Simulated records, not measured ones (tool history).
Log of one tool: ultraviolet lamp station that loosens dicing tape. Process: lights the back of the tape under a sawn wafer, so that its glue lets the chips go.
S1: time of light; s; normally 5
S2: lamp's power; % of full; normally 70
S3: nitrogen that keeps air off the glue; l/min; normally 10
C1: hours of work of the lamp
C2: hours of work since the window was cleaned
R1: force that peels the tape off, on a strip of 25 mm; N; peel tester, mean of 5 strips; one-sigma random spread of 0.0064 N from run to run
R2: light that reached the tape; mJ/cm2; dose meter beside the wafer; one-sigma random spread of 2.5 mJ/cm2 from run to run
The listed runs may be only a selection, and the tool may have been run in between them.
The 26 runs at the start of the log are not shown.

Run 27, hour 1164.2: usual settings but S1 10 s, S2 99 % of full; C1 300; C2 353. Result: R1 0.083 N, R2 718 mJ/cm2.
Run 28, hour 1199: usual settings but S1 6 s, S2 91 % of full, S3 6 l/min; C1 326; C2 379. Result: R1 0.173 N, R2 391 mJ/cm2.
Run 29, hour 1236.9: usual settings but S1 4 s, S2 81 % of full, S3 7 l/min; C1 354; C2 408. Result: R1 0.459 N, R2 228 mJ/cm2.
Run 30, hour 1283.6: usual settings but S1 3 s, S2 96 % of full, S3 7 l/min; C1 389; C2 443. Result: R1 0.617 N, R2 201 mJ/cm2.
Run 31, hour 1315.8: usual settings but S2 97 % of full; C1 413; C2 467. Result: R1 0.157 N, R2 330 mJ/cm2.
Run 32, hour 1372.7: usual settings but S2 63 % of full; C1 456; C2 510. Result: R1 0.426 N, R2 211 mJ/cm2.
Run 33, hour 1419.3: usual settings but S2 63 % of full; C1 491; C2 545. Result: R1 0.435 N, R2 206 mJ/cm2.
Run 34, hour 1455.6: usual settings but S2 63 % of full; C1 518; C2 572. Result: R1 0.457 N, R2 202 mJ/cm2.
Run 35, hour 1499.9: usual settings but S1 6 s, S2 62 % of full; C1 552; C2 605. Result: R1 0.333 N, R2 233 mJ/cm2.
At hour 1524.7: window cleaned of glue's vapour.
Run 36, hour 1562.2: usual settings but S1 6 s, S2 62 % of full; C1 598; C2 28. Result: R1 0.253 N, R2 263 mJ/cm2.
Run 37, hour 1590.4: usual settings but S1 6 s, S3 4 l/min; C1 619; C2 49. Result: R1 0.433 N, R2 294 mJ/cm2.
Run 38, hour 1637.8: usual settings but S1 2 s, S2 90 % of full, S3 9 l/min; C1 655; C2 85. Result: R1 1.138 N, R2 124 mJ/cm2.

Forecast each of these 5 alternatives for the next run:
Run A, hour 1665: usual settings but S1 2 s, S2 90 % of full, S3 6 l/min; C1 675; C2 105. Result: R1 ?, R2 ?.
Run B, hour 1665: usual settings but S2 87 % of full; C1 675; C2 105. Result: R1 ?, R2 ?.
Run C, hour 1665: usual settings but S2 73 % of full; C1 675; C2 105. Result: R1 ?, R2 ?.
Run D, hour 1665: usual settings but S1 7 s, S3 5 l/min; C1 675; C2 105. Result: R1 ?, R2 ?.
Run E, hour 1665: usual settings but S1 8 s, S2 76 % of full, S3 5 l/min; C1 675; C2 105. Result: R1 ?, R2 ?.

run     R1   R2
  A  1.369  121
  B   0.21  294
  C    0.3  249
  D  0.272  325
  E  0.186  409
Without the tool's hidden state the same runs would have given:
run     R1   R2
  A  1.003  155
  B  0.125  377
  C  0.174  318
  D  0.157  417
  E   0.12  523
